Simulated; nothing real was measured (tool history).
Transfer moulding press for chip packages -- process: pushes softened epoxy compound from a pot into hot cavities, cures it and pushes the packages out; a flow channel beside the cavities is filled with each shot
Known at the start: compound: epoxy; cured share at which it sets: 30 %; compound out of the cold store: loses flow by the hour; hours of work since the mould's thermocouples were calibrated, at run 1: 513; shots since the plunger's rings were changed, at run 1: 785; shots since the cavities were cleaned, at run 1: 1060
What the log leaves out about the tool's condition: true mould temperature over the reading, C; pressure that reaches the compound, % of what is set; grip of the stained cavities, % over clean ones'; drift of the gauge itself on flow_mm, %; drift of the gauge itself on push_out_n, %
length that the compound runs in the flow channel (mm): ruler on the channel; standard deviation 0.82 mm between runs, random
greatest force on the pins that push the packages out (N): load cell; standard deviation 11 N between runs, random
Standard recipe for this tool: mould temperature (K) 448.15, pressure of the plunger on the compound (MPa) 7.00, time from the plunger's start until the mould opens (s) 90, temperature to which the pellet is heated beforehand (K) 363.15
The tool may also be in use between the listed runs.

run,hour,mould temperature (K),pressure of the plunger on the compound (MPa),time from the plunger's start until the mould opens (s),temperature to which the pellet is heated beforehand (K),hours of work since the mould's thermocouples were calibrated,shots since the plunger's rings were changed,shots since the cavities were cleaned,incoming compound's hours out of the cold store,length that the compound runs in the flow channel (mm),greatest force on the pins that push the packages out (N)
1,0.0,448.15,7.00,90,363.15,513,785,1060,15.3,638.7,545
# hour 7.3: cavities cleaned with cleaning compound and waxed
2,30.9,448.15,7.00,101,363.15,528,1063,224,11.9,654.6,481
3,51.0,448.15,7.00,90,373.15,538,1255,416,33.4,572.4,510
4,88.1,448.15,7.00,90,363.15,558,1606,767,47.9,526.7,492
5,106.5,448.15,7.00,94,363.15,567,1781,942,33.6,572.3,508
# hour 124.2: mould's thermocouples calibrated
# hour 127.8: cavities cleaned with cleaning compound and waxed
6,131.0,448.15,7.00,94,363.15,3,1980,30,20.5,618.0,525
7,170.3,448.15,7.00,94,363.15,23,2353,403,29.8,585.8,479
8,189.9,448.15,7.83,90,363.15,34,2539,589,21.3,652.5,530
# hour 203.4: plunger's sealing rings changed
9,222.0,448.15,7.00,90,363.15,49,176,869,27.4,593.9,499
10,239.8,448.15,7.00,90,363.15,58,345,1038,36.5,562.9,513
# hour 250.0: cavities cleaned with cleaning compound and waxed
11,275.5,448.15,7.00,90,363.15,76,670,242,33.0,575.0,502
12,301.1,448.15,7.00,90,363.15,90,913,485,35.1,567.6,520
13,337.0,448.15,7.00,76,363.15,108,1253,825,47.2,528.4,626
# hour 368.3: cavities cleaned with cleaning compound and waxed
14,370.9,448.15,7.00,76,363.15,125,1560,24,26.9,594.6,662
15,408.1,448.15,7.00,76,363.15,145,1914,378,12.2,652.5,703
16,447.3,448.15,7.00,76,363.15,165,2286,750,39.0,555.5,637
17,470.0,448.15,6.82,72,363.15,177,2501,965,29.8,578.1,701
# hour 487.4: plunger's sealing rings changed
# hour 488.9: cavities cleaned with cleaning compound and waxed
18,495.4,448.15,8.53,72,363.15,188,62,62,21.3,680.8,727
19,515.7,453.15,6.97,93,355.15,199,254,254,25.0,586.8,443
20,553.5,453.15,6.97,93,355.15,219,614,614,35.0,553.7,464
21,588.6,451.15,6.03,111,360.15,237,946,946,31.9,528.0,447
# hour 606.8: cavities cleaned with cleaning compound and waxed
22,628.5,451.15,6.03,111,360.15,257,1311,206,12.5,594.7,432
23,661.3,455.15,7.00,73,363.15,274,1621,516,17.4,606.2,518
24,689.4,450.15,7.96,79,356.15,289,1889,784,31.1,613.4,543
25,709.9,450.15,7.96,79,356.15,299,2082,977,34.1,602.2,562

For run 26, what comes out?
# hour 725.7: cavities cleaned with cleaning compound and waxed
26,745.6,442.15,7.96,86,356.15,317,2407,188,16.0,?,?

Run 26 came out at length that the compound runs in the flow channel (mm) 704.8, greatest force on the pins that push the packages out (N) 837.
The same run, on a tool lacking any hidden state, would have yielded length that the compound runs in the flow channel (mm) 705.5, greatest force on the pins that push the packages out (N) 834.
